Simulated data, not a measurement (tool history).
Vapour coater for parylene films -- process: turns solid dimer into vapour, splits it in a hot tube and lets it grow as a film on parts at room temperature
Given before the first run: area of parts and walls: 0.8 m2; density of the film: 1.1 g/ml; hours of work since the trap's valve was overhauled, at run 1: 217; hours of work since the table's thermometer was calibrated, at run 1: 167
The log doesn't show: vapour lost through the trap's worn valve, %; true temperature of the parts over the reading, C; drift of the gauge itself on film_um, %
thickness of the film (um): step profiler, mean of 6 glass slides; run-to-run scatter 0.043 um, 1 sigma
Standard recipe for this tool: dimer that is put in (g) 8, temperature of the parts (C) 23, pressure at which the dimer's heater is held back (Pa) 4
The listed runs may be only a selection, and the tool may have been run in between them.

run,hour,dimer that is put in (g),temperature of the parts (C),pressure at which the dimer's heater is held back (Pa),hours of work since the trap's valve was overhauled,hours of work since the table's thermometer was calibrated,thickness of the film (um)
1,0,8,23,4,217,167,4.69
2,37.2,8,23,4,233,183,4.71
3,82.6,8,23,4,252,203,4.74
4,124.6,8,23,4,271,221,4.67
5,162.8,8,23,4,287,238,4.68
6,193,8,23,4,300,251,4.75
7,219.8,8,23,4,312,262,4.62
8,254.8,8,23,4,327,278,4.73
9,304.9,8,23,4,349,299,4.71
10,354.7,8,23,4,370,321,4.7
# hour 368.9: trap's valve overhauled
11,381.9,8,23,4,6,331,4.76
12,404.8,8,23,4,16,341,4.77
13,447,8,23,4,34,359,4.66
14,476.4,6,27,3.02,47,372,3.51
15,508.1,8,23,5.86,60,386,4.28
16,540.1,8,23,3.83,74,400,4.82
17,564.9,9,20,3.83,85,410,5.7
18,607,9,20,3.83,103,429,5.63
19,641.3,9,20,3.83,118,444,5.67
20,664.4,8,17,6.94,128,454,4.65
21,694.9,4,33,7.06,141,467,1.7
22,735.1,4,33,7.06,159,484,1.68
23,767.7,6,26,9.58,173,498,2.7
24,794.5,5,23,6.82,185,510,2.56
25,821.2,8,19,3.36,196,522,5.33
26,860.7,8,23,10.22,213,539,3.74

3 options for the next run, each taken on its own from the tool as it stands now. Forecast them:
A,885.8,4,31,2.28,224,550,?
B,885.8,4,34,4.63,224,550,?
C,885.8,5,16,2.09,224,550,?

run,thickness of the film (um)
A,2.33
B,1.87
C,4.01
The same runs, with their run-to-run variation unchanged, on a tool lacking any hidden condition would have given:
run,thickness of the film (um)
A,2.33
B,1.88
C,4.02

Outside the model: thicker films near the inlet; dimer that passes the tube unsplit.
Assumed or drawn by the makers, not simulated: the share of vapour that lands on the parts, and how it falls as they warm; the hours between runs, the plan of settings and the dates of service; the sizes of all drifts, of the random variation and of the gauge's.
